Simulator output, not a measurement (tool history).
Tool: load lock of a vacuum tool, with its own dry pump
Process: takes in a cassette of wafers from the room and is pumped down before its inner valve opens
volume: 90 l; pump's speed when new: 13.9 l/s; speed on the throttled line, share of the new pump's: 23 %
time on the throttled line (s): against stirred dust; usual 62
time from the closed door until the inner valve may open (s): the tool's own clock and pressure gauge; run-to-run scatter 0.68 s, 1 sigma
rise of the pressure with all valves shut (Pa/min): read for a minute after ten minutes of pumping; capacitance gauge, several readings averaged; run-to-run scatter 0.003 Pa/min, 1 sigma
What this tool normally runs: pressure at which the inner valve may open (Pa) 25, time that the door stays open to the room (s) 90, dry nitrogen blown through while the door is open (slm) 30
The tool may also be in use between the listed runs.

| run | day | time on the throttled line (s) | pressure at which the inner valve may open (Pa) | time that the door stays open to the room (s) | dry nitrogen blown through while the door is open (slm) | incoming humidity of the room's air, % | time from the closed door until the inner valve may open (s) | rise of the pressure with all valves shut (Pa/min) |
|---|---|---|---|---|---|---|---|---|
| 1 | 0 | 62 | 25 | 90 | 30 | 46.5 | 103.1 | 0.177 |
| 2 | 2.792 | 62 | 25 | 50 | 30 | 42.2 | 102.5 | 0.184 |
| 3 | 5.279 | 62 | 19 | 50 | 30 | 44.2 | 104 | 0.181 |
| 4 | 8.304 | 44 | 25 | 90 | 30 | 46.9 | 89.5 | 0.19 |
| 5 | 10.379 | 44 | 25 | 90 | 30 | 41.1 | 89.9 | 0.194 |
| 6 | 13.696 | 44 | 25 | 90 | 30 | 45.8 | 88.8 | 0.194 |
| 7 | 15.454 | 44 | 25 | 90 | 30 | 43.9 | 88.8 | 0.196 |
| 8 | 18.646 | 62 | 25 | 90 | 30 | 43.3 | 103.7 | 0.195 |
| 9 | 20.492 | 62 | 25 | 90 | 30 | 44.4 | 103 | 0.199 |
| 10 | 23.275 | 62 | 25 | 90 | 30 | 43.3 | 104.2 | 0.197 |
| 11 | 26.208 | 62 | 25 | 90 | 30 | 45.3 | 103 | 0.201 |
| 12 | 27.808 | 62 | 25 | 90 | 30 | 41 | 103.5 | 0.212 |
| 13 | 31.012 | 62 | 25 | 90 | 30 | 45.1 | 103.7 | 0.206 |
| 14 | 33.083 | 62 | 25 | 90 | 30 | 44.5 | 103.4 | 0.204 |
| 15 | 36.017 | 62 | 25 | 90 | 30 | 46 | 102.7 | 0.208 |
| 16 | 37.642 | 62 | 25 | 90 | 32 | 46.1 | 102.5 | 0.211 |
| 17 | 39.225 | 62 | 25 | 90 | 32 | 44.1 | 103.4 | 0.217 |
| 18 | 43.029 | 62 | 25 | 134 | 30 | 44.1 | 103 | 0.214 |
| 19 | 45.8 | 62 | 46 | 35 | 6 | 42.6 | 99.1 | 0.229 |
| 20 | 47.954 | 60 | 18 | 186 | 8 | 43.7 | 103.3 | 0.239 |
| 21 | 50.996 | 60 | 18 | 186 | 8 | 45.4 | 104.1 | 0.243 |

What if the next run were any one of these 3? Each begins from the tool's condition after run 21:
| A | 54.521 | 62 | 29 | 90 | 30 | 46.4 | ? | ? |
| B | 54.521 | 62 | 50 | 45 | 37 | 44.5 | ? | ? |
| C | 54.521 | 60 | 31 | 186 | 6 | 43 | ? | ? |

| run | time from the closed door until the inner valve may open (s) | rise of the pressure with all valves shut (Pa/min) |
|---|---|---|
| A | 102.1 | 0.225 |
| B | 99.2 | 0.222 |
| C | 99.9 | 0.244 |
Without the tool's hidden state the same runs would have given:
| run | time from the closed door until the inner valve may open (s) | rise of the pressure with all valves shut (Pa/min) |
|---|---|---|
| A | 100.4 | 0.013 |
| B | 97.6 | 0.006 |
| C | 98.2 | 0.032 |

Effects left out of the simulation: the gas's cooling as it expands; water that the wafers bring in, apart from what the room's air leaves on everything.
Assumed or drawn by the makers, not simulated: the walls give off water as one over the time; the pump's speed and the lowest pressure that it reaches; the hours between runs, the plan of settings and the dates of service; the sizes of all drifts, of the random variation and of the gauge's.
